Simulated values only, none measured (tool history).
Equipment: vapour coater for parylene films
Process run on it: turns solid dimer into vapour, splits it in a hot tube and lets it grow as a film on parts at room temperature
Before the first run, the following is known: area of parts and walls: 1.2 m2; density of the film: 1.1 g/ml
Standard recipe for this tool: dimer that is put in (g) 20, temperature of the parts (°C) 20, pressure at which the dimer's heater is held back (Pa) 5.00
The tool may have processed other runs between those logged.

| run | hour | dimer that is put in (g) | temperature of the parts (°C) | pressure at which the dimer's heater is held back (Pa) | thickness of the film (nm) |
|---|---|---|---|---|---|
| 1 | 0.0 | 20 | 20 | 5.00 | 10130 |
| 2 | 59.5 | 20 | 20 | 5.00 | 10090 |
| 3 | 130.4 | 20 | 20 | 5.00 | 10080 |
| 4 | 194.2 | 20 | 20 | 5.00 | 9900 |
| 5 | 245.1 | 20 | 20 | 5.00 | 9790 |
|  | 325.8 | table's thermometer calibrated |
| 6 | 328.6 | 20 | 20 | 5.00 | 10010 |
| 7 | 409.5 | 20 | 20 | 5.00 | 9920 |
|  | 417.2 | trap's valve overhauled |
| 8 | 452.1 | 20 | 20 | 2.20 | 10890 |
| 9 | 505.3 | 20 | 20 | 2.20 | 10900 |
| 10 | 569.3 | 20 | 20 | 3.45 | 10030 |
| 11 | 608.3 | 20 | 20 | 5.00 | 9360 |
| 12 | 645.3 | 20 | 15 | 5.00 | 10300 |
| 13 | 692.5 | 20 | 15 | 5.00 | 10240 |
| 14 | 752.5 | 20 | 15 | 5.00 | 10210 |
| 15 | 824.9 | 12 | 27 | 7.62 | 4440 |
| 16 | 872.3 | 12 | 16 | 7.62 | 5550 |
|  | 894.2 | trap's valve overhauled, once more |
| 17 | 932.1 | 12 | 16 | 7.62 | 6230 |
| 18 | 980.5 | 12 | 22 | 7.62 | 5490 |
| 19 | 1042.9 | 8 | 20 | 6.37 | 3850 |
| 20 | 1125.0 | 13 | 20 | 3.26 | 6860 |
| 21 | 1179.7 | 10 | 18 | 2.28 | 5810 |
| 22 | 1229.3 | 14 | 19 | 3.40 | 7450 |
| 23 | 1301.4 | 20 | 20 | 3.78 | 10180 |
| 24 | 1338.4 | 14 | 19 | 2.39 | 7750 |
| 25 | 1403.4 | 16 | 20 | 3.11 | 8310 |
|  | 1451.8 | table's thermometer calibrated |
| 26 | 1481.6 | 29 | 18 | 3.13 | 15930 |
| 27 | 1538.5 | 30 | 18 | 3.78 | 15830 |

What if the next run were any one of these 4? Each begins from the tool's condition after run 27:
| A | 1589.9 | 14 | 14 | 5.00 | ? |
| B | 1589.9 | 12 | 21 | 5.00 | ? |
| C | 1589.9 | 9 | 18 | 10.78 | ? |
| D | 1589.9 | 9 | 20 | 5.00 | ? |

| run | thickness of the film (nm) |
|---|---|
| A | 7690 |
| B | 5670 |
| C | 4020 |
| D | 4330 |
Without the tool's hidden state the same runs would have given:
| run | thickness of the film (nm) |
|---|---|
| A | 8250 |
| B | 6080 |
| C | 4310 |
| D | 4640 |

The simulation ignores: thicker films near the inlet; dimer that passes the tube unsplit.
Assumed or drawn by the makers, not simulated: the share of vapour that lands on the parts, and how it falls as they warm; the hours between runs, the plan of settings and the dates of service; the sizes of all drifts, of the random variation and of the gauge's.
